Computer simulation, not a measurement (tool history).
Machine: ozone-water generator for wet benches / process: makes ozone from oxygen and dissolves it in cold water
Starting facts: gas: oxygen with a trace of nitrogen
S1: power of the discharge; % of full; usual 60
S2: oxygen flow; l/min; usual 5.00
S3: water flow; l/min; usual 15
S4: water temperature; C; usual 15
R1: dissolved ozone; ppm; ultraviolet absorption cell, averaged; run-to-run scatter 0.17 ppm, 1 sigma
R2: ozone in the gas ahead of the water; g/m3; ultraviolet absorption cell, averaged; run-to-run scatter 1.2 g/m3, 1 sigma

run     day  S1    S2  S3  S4    R1     R2
  1   0.000  60  5.00  15  15  20.9  216.3
  2   3.238  60  5.00  15  15  20.7  216.0
  3   5.875  60  5.00  15  15  20.8  215.9
  4  10.192  60  5.00  15  15  21.0  216.8
  5  15.008  60  5.00  15  15  20.5  217.4
  6  19.300  60  5.00  15  15  20.7  213.1
  7  22.475  60  5.00  15  15  20.9  212.9
  8  25.175  60  5.00  15  15  21.0  214.7
  9  28.538  60  5.00  15  15  20.5  214.4
 10  34.092  60  5.00  15  15  20.6  215.6
 11  38.546  60  8.20  15  13  21.5  171.7
 12  42.017  58  8.20  13  13  22.8  168.5
     48.175  -- water thermometer calibrated
 13  48.175  58  8.20  13  13  23.3  167.2
 14  53.517  58  8.20  13  13  22.7  167.4
 15  58.296  53  3.06  18  22  13.9  247.6
 16  64.033  53  3.06  18  22  14.1  243.2
 17  66.883  60  5.00   9   9  32.5  212.9
 18  69.821  67  5.85  12  10  28.4  211.2

Below, some changes in R1 between adjacent runs. For each, the amount present without the hidden state too (settings, incoming material, random variation) and the amount remaining for the hidden state with gauge scatter not shared by both compared results:
Unlogged tool condition in this case: yield of the discharge, % of new electrodes'; contactor's efficiency, % of a clean one's; true water temperature over the reading, C; drift of the gauge itself on ozone_ppm, %; drift of the gauge itself on gas_g_m3, %.
Run 16 -> 17: S1 53 -> 60, S2 3.06 -> 5.00, S3 18 -> 9, S4 22 -> 9. R1 +18.4 ppm: hidden state -1.9, all else +20.3.
